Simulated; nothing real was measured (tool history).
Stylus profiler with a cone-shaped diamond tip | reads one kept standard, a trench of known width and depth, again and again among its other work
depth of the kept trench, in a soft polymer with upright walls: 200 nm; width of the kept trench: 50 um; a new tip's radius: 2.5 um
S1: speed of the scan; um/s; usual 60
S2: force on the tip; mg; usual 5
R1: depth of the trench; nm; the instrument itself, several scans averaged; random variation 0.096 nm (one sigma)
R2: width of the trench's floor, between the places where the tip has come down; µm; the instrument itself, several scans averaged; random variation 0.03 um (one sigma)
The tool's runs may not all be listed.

run 1 hour=0 | S1=60 S2=5 | R1=202.57 R2=47.48
run 2 hour=20.3 | S1=60 S2=5 | R1=202.68 R2=47.43
run 3 hour=48.9 | S1=60 S2=5 | R1=202.78 R2=47.38
run 4 hour=64.2 | S1=60 S2=5 | R1=202.5 R2=47.34
run 5 hour=95 | S1=60 S2=5 | R1=202.65 R2=47.37
run 6 hour=108.4 | S1=60 S2=5 | R1=202.79 R2=47.43
run 7 hour=137.6 | S1=60 S2=5 | R1=202.62 R2=47.39
run 8 hour=150.8 | S1=60 S2=5 | R1=202.72 R2=47.41
run 9 hour=177.6 | S1=60 S2=5 | R1=202.7 R2=47.4
run 10 hour=205.6 | S1=60 S2=5 | R1=202.59 R2=47.32
run 11 hour=231.3 | S1=60 S2=5 | R1=202.96 R2=47.38
run 12 hour=248.9 | S1=60 S2=5 | R1=202.69 R2=47.4
run 13 hour=275.2 | S1=60 S2=4.53 | R1=202.54 R2=47.37
run 14 hour=297.1 | S1=60 S2=4.53 | R1=202.4 R2=47.33

The next listed run, before its measurement:
run 15 hour=326.8 | S1=17 S2=3.33 | R1=? R2=?

Run 15 gave R1 202.39 nm, R2 47.5 µm.
Without the tool's hidden state the same run would have given R1 202.08 nm, R2 47.97 µm.
